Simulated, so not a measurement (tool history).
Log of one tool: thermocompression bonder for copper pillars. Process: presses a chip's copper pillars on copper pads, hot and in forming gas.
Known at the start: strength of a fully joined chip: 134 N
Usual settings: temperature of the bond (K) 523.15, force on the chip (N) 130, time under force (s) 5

run	hour	temperature of the bond (K)	force on the chip (N)	time under force (s)	force that shears a chip off (N)
1	0.0	523.15	130	5	80.9
2	47.9	523.15	86	5	53.8
3	113.4	510.15	86	5	43.3
4	153.0	523.15	130	9	94.0
5	197.5	523.15	130	9	93.4
6	234.9	523.15	130	9	92.7
# hour 242.3: heater calibrated with a thermocouple chip
7	286.1	523.15	130	5	77.3
8	349.5	523.15	130	5	74.7
9	378.9	523.15	130	5	73.7
10	431.0	523.15	130	4	69.5
11	482.1	544.15	125	6	94.4
# hour 497.0: forming gas filter changed
# hour 538.1: heater calibrated with a thermocouple chip, once more
12	542.7	551.15	168	5	123.3
13	584.5	525.15	168	5	104.0
14	633.5	546.15	126	10	119.6
15	700.1	546.15	126	10	117.1
16	730.3	505.15	186	5	91.3
17	773.0	498.15	130	6	60.9
18	821.8	498.15	130	11	73.9

3 ways to go on from here, each from the tool as it stands after run 18. What would each give?
A	848.8	530.15	97	12	?
B	848.8	515.15	97	9	?
C	848.8	543.15	130	7	?

run	force that shears a chip off (N)
A	89.4
B	67.1
C	108.6
Without the tool's hidden state the same runs would have given:
run	force that shears a chip off (N)
A	94.4
B	71.2
C	114.1
